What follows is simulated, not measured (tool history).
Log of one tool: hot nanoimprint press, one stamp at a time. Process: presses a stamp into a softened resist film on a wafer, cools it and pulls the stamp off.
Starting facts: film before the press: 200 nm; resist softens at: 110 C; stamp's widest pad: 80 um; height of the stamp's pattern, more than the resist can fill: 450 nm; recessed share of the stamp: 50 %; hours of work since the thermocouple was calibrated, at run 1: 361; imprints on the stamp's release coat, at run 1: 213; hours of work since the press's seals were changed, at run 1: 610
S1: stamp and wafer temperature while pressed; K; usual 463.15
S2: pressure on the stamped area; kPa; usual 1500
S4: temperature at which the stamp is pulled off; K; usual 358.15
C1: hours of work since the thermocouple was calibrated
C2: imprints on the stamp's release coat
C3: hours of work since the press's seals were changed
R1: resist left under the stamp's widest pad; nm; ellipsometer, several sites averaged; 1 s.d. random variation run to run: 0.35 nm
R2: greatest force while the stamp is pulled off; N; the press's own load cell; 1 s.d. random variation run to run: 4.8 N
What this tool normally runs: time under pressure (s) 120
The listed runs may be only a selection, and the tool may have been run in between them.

Run 1, day 0: usual settings; C1 361; C2 213; C3 610. Result: R1 116 nm, R2 238 N.
Run 2, day 1.467: usual settings; C1 379; C2 300; C3 628. Result: R1 116.3 nm, R2 230 N.
Run 3, day 3.662: usual settings but S4 363.15 K; C1 406; C2 430; C3 654. Result: R1 117 nm, R2 221 N.
Run 4, day 5.229: usual settings but S4 363.15 K; C1 425; C2 523; C3 673. Result: R1 117.3 nm, R2 224 N.
Run 5, day 6.533: usual settings but S2 1100 kPa, S4 363.15 K; C1 440; C2 601; C3 689. Result: R1 134.2 nm, R2 215 N.
Run 6, day 7.817: usual settings but S2 2380 kPa; C1 456; C2 677; C3 705. Result: R1 92.2 nm, R2 236 N.
Run 7, day 9.604: usual settings; C1 478; C2 783; C3 726. Result: R1 117.1 nm, R2 235 N.
Run 8, day 10.6: usual settings but S1 460.15 K; C1 490; C2 842; C3 738. Result: R1 124.8 nm, R2 233 N.
Run 9, day 11.571: usual settings but S1 460.15 K; C1 501; C2 900; C3 750. Result: R1 124.5 nm, R2 235 N.
Run 10, day 13.829: usual settings but S1 460.15 K; C1 529; C2 1034; C3 777. Result: R1 124 nm, R2 231 N.
At day 14.475: plate thermocouple calibrated.
Run 11, day 15.129: usual settings but S1 460.15 K; C1 8; C2 1104; C3 792. Result: R1 124.4 nm, R2 236 N.
Run 12, day 16.725: usual settings but S1 460.15 K, time under pressure (s) 191; C1 27; C2 1199; C3 811. Result: R1 109.3 nm, R2 235 N.

What does the tool deliver on the next run?
Run 13, day 17.871: usual settings but S1 460.15 K, time under pressure (s) 191; C1 41; C2 1267; C3 825. Result: R1 ?, R2 ?.

Run 13 gave R1 109.7 nm, R2 229 N.
On a tool with no hidden condition, and with the same random variation, this run would have come out at R1 109 nm, R2 228 N.

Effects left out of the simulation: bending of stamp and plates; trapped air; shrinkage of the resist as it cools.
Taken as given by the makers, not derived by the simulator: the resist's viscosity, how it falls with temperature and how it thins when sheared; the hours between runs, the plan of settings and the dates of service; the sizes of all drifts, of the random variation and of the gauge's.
